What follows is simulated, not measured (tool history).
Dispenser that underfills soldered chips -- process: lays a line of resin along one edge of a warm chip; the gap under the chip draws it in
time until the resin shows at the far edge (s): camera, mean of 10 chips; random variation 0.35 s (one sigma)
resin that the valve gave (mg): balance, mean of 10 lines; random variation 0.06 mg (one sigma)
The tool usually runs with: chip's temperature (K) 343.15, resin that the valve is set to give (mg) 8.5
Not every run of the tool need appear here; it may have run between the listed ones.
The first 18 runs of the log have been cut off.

run   hour  chip's temperature (K)  resin that the valve is set to give (mg)  time until the resin shows at the far edge (s)  resin that the valve gave (mg)
       108  -- new syringe of resin
 19  112.4                  351.15                                      8.14                                            17.9                            7.77
 20  118.4                  351.15                                      8.14                                              25                            7.77
     122.1  -- new syringe of resin
 21  127.2                  351.15                                      7.87                                            18.7                            7.47
 22  135.8                  355.15                                      8.83                                            25.7                            8.45
     136.7  -- new syringe of resin
 23  143.2                  355.15                                      8.83                                            16.7                            8.41
 24  147.6                  333.15                                      8.83                                            53.1                            8.47
     151.3  -- new syringe of resin
 25  154.9                  343.15                                      7.29                                            24.4                            6.97
 26    161                  357.15                                      9.75                                            18.6                            9.17
     166.2  -- new syringe of resin
 27  168.9                  357.15                                      9.75                                            12.1                            9.25
 28    173                  331.15                                      9.54                                            47.1                            8.94
 29    177                  331.15                                      9.54                                            57.2                            9.02
     180.3  -- new syringe of resin
 30  184.4                  331.15                                      9.54                                              41                            8.83
 31  189.9                  342.15                                       8.5                                            33.7                            7.93
     194.8  -- new syringe of resin
 32  195.4                  343.15                                     10.04                                            19.4                            9.31
 33  202.6                  347.15                                       9.7                                            24.8                            9.02
     208.9  -- new syringe of resin
 34  210.9                  336.15                                      7.65                                              30                             6.9
 35  216.8                  336.15                                      7.65                                              42                             7.1

Alternative continuations, all from the tool just after run 35; predict every row:
     221.3  -- dispensing valve cleaned and set on the balance
     224.3  -- new syringe of resin
  A  224.3                  330.15                                      8.13                                               ?                               ?
     221.3  -- dispensing valve cleaned and set on the balance
     224.3  -- new syringe of resin
  B  224.3                  333.15                                      8.67                                               ?                               ?
     221.3  -- dispensing valve cleaned and set on the balance
     224.3  -- new syringe of resin
  C  224.3                  342.15                                      7.69                                               ?                               ?
     221.3  -- dispensing valve cleaned and set on the balance
     224.3  -- new syringe of resin
  D  224.3                  351.15                                     10.57                                               ?                               ?

run  time until the resin shows at the far edge (s)  resin that the valve gave (mg)
  A                                            34.3                            8.22
  B                                            30.3                            8.52
  C                                            20.6                            7.62
  D                                            13.9                           10.61
The same runs, with their run-to-run variation unchanged, on a tool lacking any hidden condition would have given:
run  time until the resin shows at the far edge (s)  resin that the valve gave (mg)
  A                                            31.1                            8.23
  B                                            27.5                            8.54
  C                                            18.8                            7.63
  D                                            12.7                           10.62
